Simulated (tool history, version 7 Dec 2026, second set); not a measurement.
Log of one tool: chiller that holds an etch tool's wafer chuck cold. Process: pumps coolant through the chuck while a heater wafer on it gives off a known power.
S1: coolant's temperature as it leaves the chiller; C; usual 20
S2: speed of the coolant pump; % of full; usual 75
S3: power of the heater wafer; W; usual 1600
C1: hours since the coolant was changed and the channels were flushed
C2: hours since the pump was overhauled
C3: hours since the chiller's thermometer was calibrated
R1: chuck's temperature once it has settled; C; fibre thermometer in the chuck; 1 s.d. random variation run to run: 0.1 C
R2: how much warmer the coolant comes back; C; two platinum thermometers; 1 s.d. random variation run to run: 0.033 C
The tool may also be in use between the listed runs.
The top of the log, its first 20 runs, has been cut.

run 21 hour=529.4 | S1=20 S2=93 S3=1600 | C1=6512 C2=1529 C3=3270 | R1=30.0 R2=3.67
run 22 hour=549.3 | S1=20 S2=75 S3=1808 | C1=6532 C2=1549 C3=3290 | R1=32.4 R2=5.25
run 23 hour=582.9 | S1=20 S2=75 S3=1808 | C1=6565 C2=1582 C3=3324 | R1=32.5 R2=5.23
run 24 hour=598.7 | S1=17 S2=83 S3=1818 | C1=6581 C2=1598 C3=3339 | R1=28.9 R2=4.77
run 25 hour=626.7 | S1=20 S2=85 S3=1600 | C1=6609 C2=1626 C3=3367 | R1=30.3 R2=4.11
run 26 hour=651.2 | S1=20 S2=85 S3=1600 | C1=6634 C2=1651 C3=3392 | R1=30.3 R2=4.05
-- hour=662.9 chiller's thermometer calibrated
run 27 hour=667.9 | S1=12 S2=77 S3=1600 | C1=6649 C2=1666 C3=5 | R1=23.2 R2=4.42
run 28 hour=691.4 | S1=10 S2=75 S3=1035 | C1=6673 C2=1690 C3=28 | R1=17.3 R2=3.02
run 29 hour=729.7 | S1=10 S2=75 S3=1035 | C1=6711 C2=1728 C3=67 | R1=17.5 R2=3.00
run 30 hour=766.7 | S1=17 S2=76 S3=1995 | C1=6748 C2=1765 C3=104 | R1=31.2 R2=5.73
run 31 hour=795.1 | S1=17 S2=76 S3=1995 | C1=6777 C2=1794 C3=132 | R1=30.9 R2=5.68
run 32 hour=827.4 | S1=29 S2=64 S3=1083 | C1=6809 C2=1826 C3=164 | R1=37.4 R2=3.67

Predict each of these 4 candidate next runs independently; none follows another, all start after run 32:
run A hour=854.7 | S1=29 S2=64 S3=1197 | C1=6836 C2=1853 C3=192 | R1=? R2=?
run B hour=854.7 | S1=30 S2=64 S3=2284 | C1=6836 C2=1853 C3=192 | R1=? R2=?
run C hour=854.7 | S1=29 S2=65 S3=2140 | C1=6836 C2=1853 C3=192 | R1=? R2=?
run D hour=854.7 | S1=26 S2=64 S3=1083 | C1=6836 C2=1853 C3=192 | R1=? R2=?

run=A R1=38.4 R2=4.02
run=B R1=47.8 R2=7.78
run=C R1=45.5 R2=7.15
run=D R1=34.3 R2=3.63
Stripped of hidden state, with their random variation kept, the same runs would have yielded:
run=A R1=37.4 R2=3.92
run=B R1=46.0 R2=7.59
run=C R1=43.8 R2=6.98
run=D R1=33.4 R2=3.54

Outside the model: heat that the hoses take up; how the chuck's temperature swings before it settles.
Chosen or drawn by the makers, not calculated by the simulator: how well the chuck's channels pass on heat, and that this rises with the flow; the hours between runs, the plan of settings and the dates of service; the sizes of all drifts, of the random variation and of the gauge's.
